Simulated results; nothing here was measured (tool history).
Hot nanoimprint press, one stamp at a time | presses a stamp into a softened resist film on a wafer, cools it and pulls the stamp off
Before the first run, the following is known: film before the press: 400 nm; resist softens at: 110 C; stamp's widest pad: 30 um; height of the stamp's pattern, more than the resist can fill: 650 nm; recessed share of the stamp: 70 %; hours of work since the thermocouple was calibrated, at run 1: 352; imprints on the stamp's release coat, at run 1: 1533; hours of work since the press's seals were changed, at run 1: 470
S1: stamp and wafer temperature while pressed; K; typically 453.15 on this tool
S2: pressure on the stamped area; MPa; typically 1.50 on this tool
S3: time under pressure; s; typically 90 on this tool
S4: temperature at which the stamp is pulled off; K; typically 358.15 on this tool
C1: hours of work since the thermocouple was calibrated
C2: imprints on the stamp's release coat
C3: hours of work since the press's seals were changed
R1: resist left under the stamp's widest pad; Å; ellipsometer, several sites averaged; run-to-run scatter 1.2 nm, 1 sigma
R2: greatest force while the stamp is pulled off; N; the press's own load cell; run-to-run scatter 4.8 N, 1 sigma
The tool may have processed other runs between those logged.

Run 1, hour 0.0: usual settings; C1 352; C2 1533; C3 470. Result: R1 2054 Å, R2 229 N.
Run 2, hour 41.1: usual settings but S2 2.36 MPa; C1 369; C2 1621; C3 487. Result: R1 1679 Å, R2 238 N.
At hour 74.9: plate thermocouple calibrated.
Run 3, hour 79.6: usual settings; C1 2; C2 1698; C3 501. Result: R1 2060 Å, R2 231 N.
Run 4, hour 107.2: usual settings; C1 13; C2 1757; C3 512. Result: R1 2028 Å, R2 245 N.
Run 5, hour 155.0: usual settings; C1 32; C2 1860; C3 531. Result: R1 2033 Å, R2 234 N.
Run 6, hour 203.3: usual settings; C1 52; C2 1964; C3 551. Result: R1 2041 Å, R2 225 N.
Run 7, hour 245.1: usual settings but S2 1.59 MPa; C1 69; C2 2054; C3 568. Result: R1 1987 Å, R2 235 N.
Run 8, hour 268.3: usual settings; C1 78; C2 2104; C3 577. Result: R1 2007 Å, R2 232 N.
At hour 282.7: stamp cleaned and given a new release coat.
Run 9, hour 313.2: usual settings; C1 94; C2 65; C3 593. Result: R1 2036 Å, R2 236 N.
Run 10, hour 362.5: usual settings; C1 114; C2 171; C3 613. Result: R1 2021 Å, R2 242 N.
Run 11, hour 390.5: usual settings; C1 125; C2 232; C3 624. Result: R1 2014 Å, R2 224 N.
Run 12, hour 417.9: usual settings but S2 1.39 MPa, S3 112 s, S4 355.15 K; C1 136; C2 291; C3 636. Result: R1 1900 Å, R2 236 N.
Run 13, hour 457.9: usual settings but S1 450.15 K, S4 356.15 K; C1 153; C2 377; C3 652. Result: R1 2260 Å, R2 237 N.
Run 14, hour 481.0: usual settings but S1 450.15 K, S4 356.15 K; C1 162; C2 427; C3 661. Result: R1 2268 Å, R2 233 N.
At hour 493.7: press's hydraulic seals changed and the load cell set to zero.
Run 15, hour 520.1: usual settings but S1 444.15 K, S2 1.56 MPa, S3 131 s; C1 175; C2 494; C3 11. Result: R1 2514 Å, R2 233 N.
Run 16, hour 550.9: usual settings but S1 444.15 K, S2 1.56 MPa, S3 131 s; C1 187; C2 560; C3 23. Result: R1 2527 Å, R2 235 N.
At hour 585.5: gauge calibrated.
Run 17, hour 589.2: usual settings but S3 155 s, S4 343.15 K; C1 203; C2 643; C3 39. Result: R1 1659 Å, R2 262 N.
Run 18, hour 633.3: usual settings but S3 142 s, S4 348.15 K; C1 220; C2 738; C3 57. Result: R1 1723 Å, R2 251 N.
Run 19, hour 669.2: usual settings but S3 142 s, S4 348.15 K; C1 235; C2 815; C3 71. Result: R1 1711 Å, R2 251 N.

Here are 3 independent what-if runs from the current tool condition. What would each one return?
Run A, hour 693.5: usual settings but S2 1.20 MPa, S3 142 s, S4 348.15 K; C1 245; C2 867; C3 81. Result: R1 ?, R2 ?.
Run B, hour 693.5: usual settings but S2 1.00 MPa, S3 77 s, S4 347.15 K; C1 245; C2 867; C3 81. Result: R1 ?, R2 ?.
Run C, hour 693.5: usual settings but S3 51 s; C1 245; C2 867; C3 81. Result: R1 ?, R2 ?.

run    R1   R2
  A  1854  242
  B  2488  259
  C  2466  246
Had the tool no hidden state, the same runs would have come out as:
run    R1   R2
  A  1866  240
  B  2503  258
  C  2481  245

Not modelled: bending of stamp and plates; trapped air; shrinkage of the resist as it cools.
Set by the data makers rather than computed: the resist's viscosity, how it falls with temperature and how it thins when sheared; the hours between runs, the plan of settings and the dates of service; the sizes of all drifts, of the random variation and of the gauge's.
